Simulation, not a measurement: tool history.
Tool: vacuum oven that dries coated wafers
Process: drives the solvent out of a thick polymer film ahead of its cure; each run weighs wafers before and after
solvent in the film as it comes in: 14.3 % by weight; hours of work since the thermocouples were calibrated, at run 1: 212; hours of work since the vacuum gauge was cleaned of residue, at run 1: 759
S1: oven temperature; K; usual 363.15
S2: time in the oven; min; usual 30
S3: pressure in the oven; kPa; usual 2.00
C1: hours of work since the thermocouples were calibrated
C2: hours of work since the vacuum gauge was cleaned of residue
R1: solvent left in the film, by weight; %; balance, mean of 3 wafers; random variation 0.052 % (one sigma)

run    day      S1  S2    S3   C1   C2    R1
  1  0.000  363.15  30  2.00  212  759  1.63
  2  0.542  363.15  30  1.52  219  765  1.44
  3  0.888  363.15  30  1.52  222  769  1.39
  4  1.279  363.15  30  1.94  227  774  1.68
  5  1.921  363.15  30  1.94  234  781  1.71
  6  2.229  377.15  30  2.00  238  785  0.82
  7  2.721  377.15  30  2.00  243  790  0.76
  8  3.317  377.15  30  2.00  250  797  0.71
  9  3.746  377.15  30  2.00  255  802  0.74
     3.842  -- vacuum gauge cleaned of residue and calibrated
 10  4.233  377.15  30  2.00  259    4  0.79
 11  4.504  363.15  30  2.00  263    8  1.71
 12  5.054  354.15  29  3.73  269   14  3.94
 13  5.458  354.15  29  3.73  273   18  4.09
 14  5.792  363.15  30  1.40  277   22  1.47
     6.238  -- vacuum gauge cleaned of residue and calibrated, once more
 15  6.433  375.15  16  2.00  284    2  1.46
 16  6.983  369.15  39  2.26  290    8  1.02
 17  7.267  370.15  15  1.60  293   12  2.08
 18  7.658  376.15  46  3.28  297   16  1.00
 19  8.142  376.15  46  3.28  303   21  1.05
 20  8.729  376.15  46  3.28  309   28  1.10
 21  9.258  376.15  46  3.28  315   34  1.08
 22  9.725  349.15  37  3.70  321   39  4.57

5 ways to go on from here, each from the tool as it stands after run 22. What would each give?
  A  10.138  349.15  37  1.72  325  44   ?
  B  10.138  354.15  45  3.70  325  44   ?
  C  10.138  363.15  19  5.24  325  44   ?
  D  10.138  363.15  33  5.21  325  44   ?
  E  10.138  369.15  51  2.53  325  44   ?

run    R1
  A  2.78
  B  3.10
  C  4.17
  D  3.02
  E  1.10
Without the tool's hidden state the same runs would have given:
run    R1
  A  2.72
  B  3.04
  C  4.10
  D  2.97
  E  1.08

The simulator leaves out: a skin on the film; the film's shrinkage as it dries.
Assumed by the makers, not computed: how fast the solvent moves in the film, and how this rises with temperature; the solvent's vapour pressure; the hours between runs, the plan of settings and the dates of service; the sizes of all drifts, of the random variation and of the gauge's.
